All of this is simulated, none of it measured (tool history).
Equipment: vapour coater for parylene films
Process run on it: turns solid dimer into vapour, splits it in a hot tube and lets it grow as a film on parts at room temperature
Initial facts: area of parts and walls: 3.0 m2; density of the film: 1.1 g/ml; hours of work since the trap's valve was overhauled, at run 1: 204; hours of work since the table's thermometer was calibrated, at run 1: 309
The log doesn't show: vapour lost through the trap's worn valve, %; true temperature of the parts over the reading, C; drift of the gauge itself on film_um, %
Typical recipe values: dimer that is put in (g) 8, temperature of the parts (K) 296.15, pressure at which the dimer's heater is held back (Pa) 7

run,hour,dimer that is put in (g),temperature of the parts (K),pressure at which the dimer's heater is held back (Pa),hours of work since the trap's valve was overhauled,hours of work since the table's thermometer was calibrated,thickness of the film (nm)
1,0,8,296.15,7,204,309,1401
2,12.1,8,296.15,4.86,209,314,1452
3,20.9,8,302.15,7,213,318,1275
4,31.5,8,296.15,7,217,322,1380
5,43.1,8,296.15,7,222,327,1389
6,53.1,8,296.15,7,226,331,1387
7,66.7,8,296.15,7,232,337,1403
8,86.3,8,296.15,7,240,345,1392
9,101.5,4,296.15,7,246,351,682
10,115.6,4,296.15,7,252,357,690
11,134.8,4,296.15,7,260,365,693
12,147.3,9,296.15,7,265,370,1567
13,163.4,9,296.15,7,272,377,1561
14,180.2,8,296.15,7,279,384,1378
15,190.5,8,296.15,7,283,388,1382
# hour 201: trap's valve overhauled
16,208.4,8,305.15,7,3,394,1214
17,228.3,8,305.15,7,11,402,1216
18,245.2,8,299.15,3.02,18,409,1483
19,261.8,8,306.15,7.88,25,416,1167
20,270.5,8,306.15,7.88,29,419,1184
21,286,8,294.15,7,35,426,1433
22,295.6,5,293.15,9.17,39,430,875
23,306.2,7,288.15,2.93,43,434,1529
24,323.2,12,296.15,5.03,51,441,2152
25,331.8,12,296.15,5.03,54,445,2177
26,351.7,12,296.15,5.03,62,453,2194
27,361.4,12,296.15,5.03,66,457,2179
28,379,8,306.15,7.2,74,464,1190
29,389.5,6,294.15,3.64,78,469,1154
30,405.1,10,293.15,3.81,84,475,1955
31,420.6,8,306.15,7.74,91,481,1173

Alternative continuations, all from the tool just after run 31; predict every row:
A,430.5,8,298.15,7.74,95,485,?
B,430.5,4,306.15,10.44,95,485,?
C,430.5,8,306.15,7.49,95,485,?
D,430.5,7,296.15,8.71,95,485,?
E,430.5,9,307.15,7,95,485,?

run,thickness of the film (nm)
A,1338
B,575
C,1177
D,1190
E,1316
Stripped of hidden state, with their random variation kept, the same runs would have yielded:
run,thickness of the film (nm)
A,1339
B,576
C,1179
D,1191
E,1318

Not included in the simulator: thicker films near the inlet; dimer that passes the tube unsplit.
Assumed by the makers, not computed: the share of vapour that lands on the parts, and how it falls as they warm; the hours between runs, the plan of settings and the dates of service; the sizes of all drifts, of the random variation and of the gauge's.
